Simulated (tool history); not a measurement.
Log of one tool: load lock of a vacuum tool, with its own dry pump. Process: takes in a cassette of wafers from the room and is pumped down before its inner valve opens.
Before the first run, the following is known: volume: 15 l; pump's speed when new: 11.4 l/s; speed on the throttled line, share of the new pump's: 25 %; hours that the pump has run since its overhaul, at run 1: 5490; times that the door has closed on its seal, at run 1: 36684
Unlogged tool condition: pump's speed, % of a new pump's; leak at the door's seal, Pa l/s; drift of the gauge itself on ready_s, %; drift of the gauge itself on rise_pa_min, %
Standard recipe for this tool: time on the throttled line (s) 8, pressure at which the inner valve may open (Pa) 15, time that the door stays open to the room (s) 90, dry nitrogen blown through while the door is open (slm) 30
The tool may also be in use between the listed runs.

run,hour,time on the throttled line (s),pressure at which the inner valve may open (Pa),time that the door stays open to the room (s),dry nitrogen blown through while the door is open (slm),hours that the pump has run since its overhaul,times that the door has closed on its seal,"incoming humidity of the room's air, %",time from the closed door until the inner valve may open (s),rise of the pressure with all valves shut (Pa/min)
1,0.0,8,15,90,30,5490,36684,45.5,18.15,0.114
2,152.1,8,15,90,30,5642,37199,44.2,18.34,0.120
3,248.1,8,28,90,30,5738,37524,44.8,17.42,0.111
4,388.5,8,28,90,30,5879,37999,47.3,17.54,0.122
5,478.7,8,22,90,30,5969,38304,45.8,17.77,0.118
6,609.6,8,22,90,30,6100,38747,41.9,18.02,0.123
7,782.8,8,12,90,30,6273,39333,47.3,18.77,0.126
8,910.6,8,12,134,30,6401,39766,46.3,18.77,0.137
9,1092.5,8,12,134,30,6583,40381,42.4,18.88,0.140
10,1185.8,8,12,134,30,6676,40697,46.3,18.88,0.144
11,1374.3,8,15,90,30,6864,41335,42.9,18.49,0.130
12,1496.9,8,15,90,30,6987,41750,45.1,18.63,0.139
13,1612.2,8,16,90,30,7102,42140,44.5,18.33,0.135
14,1742.8,8,16,90,30,7233,42582,44.4,18.51,0.133
15,1894.1,8,17,218,30,7384,43094,44.5,18.24,0.168
16,1977.9,7,18,209,30,7468,43378,49.3,17.69,0.168
17,2120.9,7,15,90,5,7611,43862,46.9,17.84,0.175
18,2257.6,7,15,90,5,7748,44324,42.0,17.93,0.170
19,2410.7,8,15,98,23,7901,44842,43.8,18.48,0.152
20,2523.4,8,15,98,23,8013,45224,46.4,18.69,0.156

Forecast run 21:
21,2599.5,9,15,90,30,8090,45481,45.4,?,?

Run 21 produced time from the closed door until the inner valve may open (s) 19.34, rise of the pressure with all valves shut (Pa/min) 0.143.
On a tool with no hidden condition, and with the same random variation, this run would have come out at time from the closed door until the inner valve may open (s) 18.38, rise of the pressure with all valves shut (Pa/min) 0.037.
